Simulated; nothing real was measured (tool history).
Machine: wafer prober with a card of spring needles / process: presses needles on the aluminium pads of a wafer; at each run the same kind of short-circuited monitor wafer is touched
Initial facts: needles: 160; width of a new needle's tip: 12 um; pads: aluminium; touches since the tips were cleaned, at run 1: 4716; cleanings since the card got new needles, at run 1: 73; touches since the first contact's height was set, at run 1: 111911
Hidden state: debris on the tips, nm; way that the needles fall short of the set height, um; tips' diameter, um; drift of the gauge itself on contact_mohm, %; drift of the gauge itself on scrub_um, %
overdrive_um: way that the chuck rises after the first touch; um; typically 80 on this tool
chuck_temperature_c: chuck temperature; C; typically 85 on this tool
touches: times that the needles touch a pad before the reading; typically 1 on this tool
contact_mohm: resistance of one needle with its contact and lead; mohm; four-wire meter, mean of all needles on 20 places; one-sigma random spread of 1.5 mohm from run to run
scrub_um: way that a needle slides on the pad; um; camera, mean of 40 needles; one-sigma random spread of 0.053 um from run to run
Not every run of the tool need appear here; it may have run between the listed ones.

run	hour	overdrive_um	chuck_temperature_c	touches	touches since the tips were cleaned	cleanings since the card got new needles	touches since the first contact's height was set	contact_mohm	scrub_um
1	0.0	80	85	1	4716	73	111911	149	13.76
# hour 5.9: tips cleaned on abrasive film
# hour 34.0: tips cleaned on abrasive film
2	43.0	80	85	1	2305	75	122932	148	13.82
# hour 58.7: tips cleaned on abrasive film
# hour 86.7: tips cleaned on abrasive film
# hour 114.1: tips cleaned on abrasive film
3	134.8	80	85	1	5329	78	146500	149	13.76
# hour 140.7: tips cleaned on abrasive film
# hour 163.9: tips cleaned on abrasive film
4	173.8	80	85	1	2539	80	156483	149	13.68
# hour 191.2: tips cleaned on abrasive film
# hour 216.4: tips cleaned on abrasive film
5	216.4	80	85	1	0	82	167411	149	13.66
# hour 242.9: tips cleaned on abrasive film
# hour 271.4: tips cleaned on abrasive film
# hour 294.7: tips cleaned on abrasive film
6	294.7	80	32	1	0	85	187499	138	13.72
# hour 320.8: tips cleaned on abrasive film
# hour 348.8: tips cleaned on abrasive film
# hour 374.3: tips cleaned on abrasive film
7	374.3	80	85	1	0	88	207930	147	13.67
# hour 385.4: height of the first contact set anew
# hour 400.6: tips cleaned on abrasive film
8	422.6	79	85	1	5651	89	9537	146	13.51
# hour 428.3: tips cleaned on abrasive film
# hour 454.1: tips cleaned on abrasive film
9	463.6	95	85	1	2444	91	20058	144	16.30
# hour 479.2: tips cleaned on abrasive film
# hour 506.1: tips cleaned on abrasive film
# hour 532.9: tips cleaned on abrasive film
10	554.5	95	85	1	5565	94	43398	142	16.32
# hour 559.0: tips cleaned on abrasive film
# hour 582.3: tips cleaned on abrasive film
# hour 610.0: tips cleaned on abrasive film
11	618.8	95	85	1	2269	97	59884	144	16.34
# hour 637.8: tips cleaned on abrasive film
12	657.9	95	85	1	5174	98	69907	146	16.26
# hour 663.7: tips cleaned on abrasive film
# hour 692.8: tips cleaned on abrasive film
# hour 717.2: tips cleaned on abrasive film
13	734.5	95	85	1	4451	101	89574	145	16.17
# hour 745.1: tips cleaned on abrasive film
# hour 773.1: tips cleaned on abrasive film
# hour 800.6: tips cleaned on abrasive film
# hour 825.4: tips cleaned on abrasive film
14	825.4	80	85	3	0	105	112876	148	13.70
# hour 854.3: tips cleaned on abrasive film
15	865.3	80	85	3	2843	106	123124	150	13.63
# hour 881.5: tips cleaned on abrasive film
# hour 909.0: tips cleaned on abrasive film
16	931.6	80	85	3	5818	108	140135	148	13.55
# hour 937.4: tips cleaned on abrasive film
# hour 962.9: tips cleaned on abrasive film
# hour 986.7: tips cleaned on abrasive film
17	991.2	80	85	3	1169	111	155422	147	13.61
# hour 1012.0: tips cleaned on abrasive film
# hour 1039.8: tips cleaned on abrasive film
18	1053.1	85	53	2	3428	113	171310	140	14.41
# hour 1067.7: tips cleaned on abrasive film
# hour 1092.3: tips cleaned on abrasive film
19	1092.3	70	85	3	0	115	181345	150	11.81
# hour 1120.7: tips cleaned on abrasive film
# hour 1145.0: tips cleaned on abrasive film
# hour 1168.4: tips cleaned on abrasive film
20	1169.2	70	57	2	209	118	201086	145	11.88
# hour 1192.4: tips cleaned on abrasive film
# hour 1203.9: height of the first contact set anew
# hour 1218.8: tips cleaned on abrasive film
21	1224.6	70	57	2	1489	120	5306	147	11.81
# hour 1247.2: tips cleaned on abrasive film
22	1270.3	70	64	2	5952	121	17042	146	11.90
# hour 1276.1: tips cleaned on abrasive film
# hour 1304.6: tips cleaned on abrasive film
23	1309.9	70	64	2	1373	123	27196	145	11.95
# hour 1329.0: tips cleaned on abrasive film
# hour 1356.3: tips cleaned on abrasive film
# hour 1382.6: tips cleaned on abrasive film
24	1395.6	90	64	1	3361	126	49202	139	15.24
# hour 1411.6: tips cleaned on abrasive film
# hour 1440.5: tips cleaned on abrasive film
25	1450.6	90	64	1	2601	128	63299	141	15.24
# hour 1468.0: tips cleaned on abrasive film
# hour 1491.2: tips cleaned on abrasive film
26	1499.2	76	35	1	2051	130	75772	141	12.88
# hour 1519.7: tips cleaned on abrasive film
# hour 1547.5: tips cleaned on abrasive film
# hour 1576.5: tips cleaned on abrasive film
27	1589.3	80	40	2	3296	133	98901	141	13.55
# hour 1599.9: tips cleaned on abrasive film
# hour 1628.9: tips cleaned on abrasive film
# hour 1653.9: tips cleaned on abrasive film
# hour 1681.5: tips cleaned on abrasive film
28	1686.0	68	28	1	1170	137	123700	138	11.41

Hidden condition of the tool, last listed run before each entry between runs versus first listed run after:
Runs 1 to 2: tips cleaned on abrasive film (hour 5.9); tips cleaned on abrasive film (hour 34.0)
  debris on the tips, nm: 0.5 -> 0.4; drift of the gauge itself on scrub_um, %: 0 -> -0.05
  measured result minus the result with no hidden state, scrub_um: +0.00 -> -0.01 um
Runs 2 to 3: tips cleaned on abrasive film (hour 58.7); tips cleaned on abrasive film (hour 86.7); tips cleaned on abrasive film (hour 114.1)
  debris on the tips, nm: 0.4 -> 0.5; drift of the gauge itself on scrub_um, %: -0.05 -> -0.16
  measured result minus the result with no hidden state, scrub_um: -0.01 -> -0.02 um
Runs 3 to 4: tips cleaned on abrasive film (hour 140.7); tips cleaned on abrasive film (hour 163.9)
  debris on the tips, nm: 0.5 -> 0.4; drift of the gauge itself on scrub_um, %: -0.16 -> -0.2
  measured result minus the result with no hidden state, scrub_um: -0.02 -> -0.03 um
Runs 4 to 5: tips cleaned on abrasive film (hour 191.2); tips cleaned on abrasive film (hour 216.4)
  debris on the tips, nm: 0.4 -> 0.1; drift of the gauge itself on scrub_um, %: -0.2 -> -0.25
  measured result minus the result with no hidden state, scrub_um: -0.03 -> -0.03 um
Runs 5 to 6: tips cleaned on abrasive film (hour 242.9); tips cleaned on abrasive film (hour 271.4); tips cleaned on abrasive film (hour 294.7)
  debris on the tips, nm: 0.1 -> 0; drift of the gauge itself on scrub_um, %: -0.25 -> -0.34
  measured result minus the result with no hidden state, scrub_um: -0.03 -> -0.05 um
Runs 6 to 7: tips cleaned on abrasive film (hour 320.8); tips cleaned on abrasive film (hour 348.8); tips cleaned on abrasive film (hour 374.3)
  drift of the gauge itself on scrub_um, %: -0.34 -> -0.44
  measured result minus the result with no hidden state, scrub_um: -0.05 -> -0.06 um
Runs 7 to 8: height of the first contact set anew (hour 385.4); tips cleaned on abrasive film (hour 400.6)
  debris on the tips, nm: 0 -> 0.5; way that the needles fall short of the set height, um: 0.01 -> 0; drift of the gauge itself on scrub_um, %: -0.44 -> -0.49
  measured result minus the result with no hidden state, scrub_um: -0.06 -> -0.07 um
Runs 8 to 9: tips cleaned on abrasive film (hour 428.3); tips cleaned on abrasive film (hour 454.1)
  debris on the tips, nm: 0.5 -> 0.4; drift of the gauge itself on scrub_um, %: -0.49 -> -0.54
  measured result minus the result with no hidden state, scrub_um: -0.07 -> -0.09 um
Runs 9 to 10: tips cleaned on abrasive film (hour 479.2); tips cleaned on abrasive film (hour 506.1); tips cleaned on abrasive film (hour 532.9)
  debris on the tips, nm: 0.4 -> 0.5; drift of the gauge itself on scrub_um, %: -0.54 -> -0.65
  measured result minus the result with no hidden state, scrub_um: -0.09 -> -0.11 um
Runs 10 to 11: tips cleaned on abrasive film (hour 559.0); tips cleaned on abrasive film (hour 582.3); tips cleaned on abrasive film (hour 610.0)
  debris on the tips, nm: 0.5 -> 0.4; drift of the gauge itself on scrub_um, %: -0.65 -> -0.72
  measured result minus the result with no hidden state, scrub_um: -0.11 -> -0.12 um
Runs 11 to 12: tips cleaned on abrasive film (hour 637.8)
  debris on the tips, nm: 0.4 -> 0.5; drift of the gauge itself on scrub_um, %: -0.72 -> -0.77
  measured result minus the result with no hidden state, scrub_um: -0.12 -> -0.12 um
Runs 12 to 13: tips cleaned on abrasive film (hour 663.7); tips cleaned on abrasive film (hour 692.8); tips cleaned on abrasive film (hour 717.2)
  drift of the gauge itself on scrub_um, %: -0.77 -> -0.86
  measured result minus the result with no hidden state, scrub_um: -0.12 -> -0.14 um
Runs 13 to 14: tips cleaned on abrasive film (hour 745.1); tips cleaned on abrasive film (hour 773.1); tips cleaned on abrasive film (hour 800.6); tips cleaned on abrasive film (hour 825.4)
  debris on the tips, nm: 0.5 -> 0; way that the needles fall short of the set height, um: 0 -> 0.01; drift of the gauge itself on scrub_um, %: -0.86 -> -0.97
  measured result minus the result with no hidden state, scrub_um: -0.14 -> -0.13 um
Runs 14 to 15: tips cleaned on abrasive film (hour 854.3)
  debris on the tips, nm: 0 -> 0.4; drift of the gauge itself on scrub_um, %: -0.97 -> -1.01
  measured result minus the result with no hidden state, scrub_um: -0.13 -> -0.14 um
Runs 15 to 16: tips cleaned on abrasive film (hour 881.5); tips cleaned on abrasive film (hour 909.0)
  debris on the tips, nm: 0.4 -> 0.5; drift of the gauge itself on scrub_um, %: -1.01 -> -1.09
  measured result minus the result with no hidden state, scrub_um: -0.14 -> -0.16 um
Runs 16 to 17: tips cleaned on abrasive film (hour 937.4); tips cleaned on abrasive film (hour 962.9); tips cleaned on abrasive film (hour 986.7)
  debris on the tips, nm: 0.5 -> 0.3; drift of the gauge itself on scrub_um, %: -1.09 -> -1.16
  measured result minus the result with no hidden state, scrub_um: -0.16 -> -0.17 um
Runs 17 to 18: tips cleaned on abrasive film (hour 1012.0); tips cleaned on abrasive film (hour 1039.8)
  debris on the tips, nm: 0.3 -> 0.4; drift of the gauge itself on scrub_um, %: -1.16 -> -1.23
  measured result minus the result with no hidden state, scrub_um: -0.17 -> -0.18 um
Runs 18 to 19: tips cleaned on abrasive film (hour 1067.7); tips cleaned on abrasive film (hour 1092.3)
  debris on the tips, nm: 0.4 -> 0; drift of the gauge itself on scrub_um, %: -1.23 -> -1.28
  measured result minus the result with no hidden state, scrub_um: -0.18 -> -0.16 um
Runs 19 to 20: tips cleaned on abrasive film (hour 1120.7); tips cleaned on abrasive film (hour 1145.0); tips cleaned on abrasive film (hour 1168.4)
  debris on the tips, nm: 0 -> 0.1; drift of the gauge itself on scrub_um, %: -1.28 -> -1.37
  measured result minus the result with no hidden state, scrub_um: -0.16 -> -0.17 um
Runs 20 to 21: tips cleaned on abrasive film (hour 1192.4); height of the first contact set anew (hour 1203.9); tips cleaned on abrasive film (hour 1218.8)
  debris on the tips, nm: 0.1 -> 0.3; way that the needles fall short of the set height, um: 0.01 -> 0; drift of the gauge itself on scrub_um, %: -1.37 -> -1.43
  measured result minus the result with no hidden state, scrub_um: -0.17 -> -0.17 um
Runs 21 to 22: tips cleaned on abrasive film (hour 1247.2)
  debris on the tips, nm: 0.3 -> 0.5; drift of the gauge itself on scrub_um, %: -1.43 -> -1.49
  measured result minus the result with no hidden state, scrub_um: -0.17 -> -0.18 um
Runs 22 to 23: tips cleaned on abrasive film (hour 1276.1); tips cleaned on abrasive film (hour 1304.6)
  debris on the tips, nm: 0.5 -> 0.3; drift of the gauge itself on scrub_um, %: -1.49 -> -1.53
  measured result minus the result with no hidden state, scrub_um: -0.18 -> -0.19 um
Runs 23 to 24: tips cleaned on abrasive film (hour 1329.0); tips cleaned on abrasive film (hour 1356.3); tips cleaned on abrasive film (hour 1382.6)
  debris on the tips, nm: 0.3 -> 0.4; tips' diameter, um: 12.01 -> 12.02; drift of the gauge itself on scrub_um, %: -1.53 -> -1.63
  measured result minus the result with no hidden state, scrub_um: -0.19 -> -0.25 um
Runs 24 to 25: tips cleaned on abrasive film (hour 1411.6); tips cleaned on abrasive film (hour 1440.5)
  debris on the tips, nm: 0.4 -> 0.3; drift of the gauge itself on scrub_um, %: -1.63 -> -1.7
  measured result minus the result with no hidden state, scrub_um: -0.25 -> -0.26 um
Runs 25 to 26: tips cleaned on abrasive film (hour 1468.0); tips cleaned on abrasive film (hour 1491.2)
  debris on the tips, nm: 0.3 -> 0.4; drift of the gauge itself on scrub_um, %: -1.7 -> -1.75
  measured result minus the result with no hidden state, scrub_um: -0.26 -> -0.23 um
Runs 26 to 27: tips cleaned on abrasive film (hour 1519.7); tips cleaned on abrasive film (hour 1547.5); tips cleaned on abrasive film (hour 1576.5)
  way that the needles fall short of the set height, um: 0 -> 0.01; drift of the gauge itself on scrub_um, %: -1.75 -> -1.86
  measured result minus the result with no hidden state, scrub_um: -0.23 -> -0.26 um
Runs 27 to 28: tips cleaned on abrasive film (hour 1599.9); tips cleaned on abrasive film (hour 1628.9); tips cleaned on abrasive film (hour 1653.9); tips cleaned on abrasive film (hour 1681.5)
  debris on the tips, nm: 0.4 -> 0.2; drift of the gauge itself on scrub_um, %: -1.86 -> -1.97
  measured result minus the result with no hidden state, scrub_um: -0.26 -> -0.23 um
